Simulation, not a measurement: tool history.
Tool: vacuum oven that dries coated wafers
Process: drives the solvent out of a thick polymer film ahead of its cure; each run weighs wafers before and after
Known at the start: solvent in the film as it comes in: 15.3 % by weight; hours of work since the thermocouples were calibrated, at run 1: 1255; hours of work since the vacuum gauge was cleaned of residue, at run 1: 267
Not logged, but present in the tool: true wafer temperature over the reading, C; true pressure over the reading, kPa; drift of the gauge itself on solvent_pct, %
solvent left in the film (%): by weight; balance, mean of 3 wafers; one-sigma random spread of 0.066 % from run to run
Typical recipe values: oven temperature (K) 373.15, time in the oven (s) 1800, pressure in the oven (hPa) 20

| run | hour | oven temperature (K) | time in the oven (s) | pressure in the oven (hPa) | hours of work since the thermocouples were calibrated | hours of work since the vacuum gauge was cleaned of residue | solvent left in the film (%) |
|---|---|---|---|---|---|---|---|
| 1 | 0 | 373.15 | 1800 | 20 | 1255 | 267 | 5.04 |
| 2 | 12.9 | 373.15 | 1800 | 20 | 1264 | 275 | 5.06 |
| 3 | 23.1 | 373.15 | 1800 | 20 | 1270 | 281 | 5.16 |
| 4 | 32.8 | 367.15 | 1800 | 20 | 1276 | 287 | 7 |
| 5 | 47.8 | 387.15 | 1800 | 20 | 1286 | 297 | 1.73 |
| 6 | 58.8 | 373.15 | 1800 | 20 | 1293 | 304 | 5.21 |
| 7 | 72 | 378.15 | 1800 | 20 | 1301 | 312 | 3.63 |
| 8 | 84.9 | 378.15 | 1800 | 20 | 1309 | 320 | 3.71 |
| 9 | 93.5 | 373.15 | 1560 | 73.1 | 1315 | 326 | 8.09 |
|  | 95.9 | vacuum gauge cleaned of residue and calibrated |
| 10 | 102.8 | 373.15 | 1560 | 73.1 | 1320 | 4 | 8.3 |
| 11 | 110.6 | 367.15 | 1860 | 50.2 | 1325 | 9 | 8.58 |
| 12 | 120.5 | 373.15 | 960 | 13.4 | 1331 | 16 | 7.36 |
|  | 129.5 | vacuum gauge cleaned of residue and calibrated, once more |
| 13 | 133.8 | 373.15 | 1800 | 24.9 | 1338 | 3 | 5.42 |
| 14 | 140.1 | 368.15 | 1740 | 21.1 | 1342 | 7 | 6.75 |
| 15 | 155.3 | 377.15 | 1500 | 19.3 | 1352 | 16 | 4.6 |
| 16 | 167.5 | 377.15 | 1500 | 19.3 | 1360 | 24 | 4.58 |

Alternative continuations, all from the tool just after run 16; predict every row:
| A | 180.8 | 373.15 | 1620 | 21.6 | 1368 | 33 | ? |
| B | 180.8 | 378.15 | 2520 | 12.5 | 1368 | 33 | ? |
| C | 180.8 | 375.15 | 3120 | 19.2 | 1368 | 33 | ? |
| D | 180.8 | 368.15 | 1080 | 54.8 | 1368 | 33 | ? |
| E | 180.8 | 379.15 | 1500 | 19.3 | 1368 | 33 | ? |

| run | solvent left in the film (%) |
|---|---|
| A | 5.67 |
| B | 2.04 |
| C | 2.42 |
| D | 9.95 |
| E | 3.9 |
The same runs, with their run-to-run variation unchanged, on a tool lacking any hidden condition would have given:
| run | solvent left in the film (%) |
|---|---|
| A | 4.85 |
| B | 1.53 |
| C | 1.88 |
| D | 9.24 |
| E | 3.17 |

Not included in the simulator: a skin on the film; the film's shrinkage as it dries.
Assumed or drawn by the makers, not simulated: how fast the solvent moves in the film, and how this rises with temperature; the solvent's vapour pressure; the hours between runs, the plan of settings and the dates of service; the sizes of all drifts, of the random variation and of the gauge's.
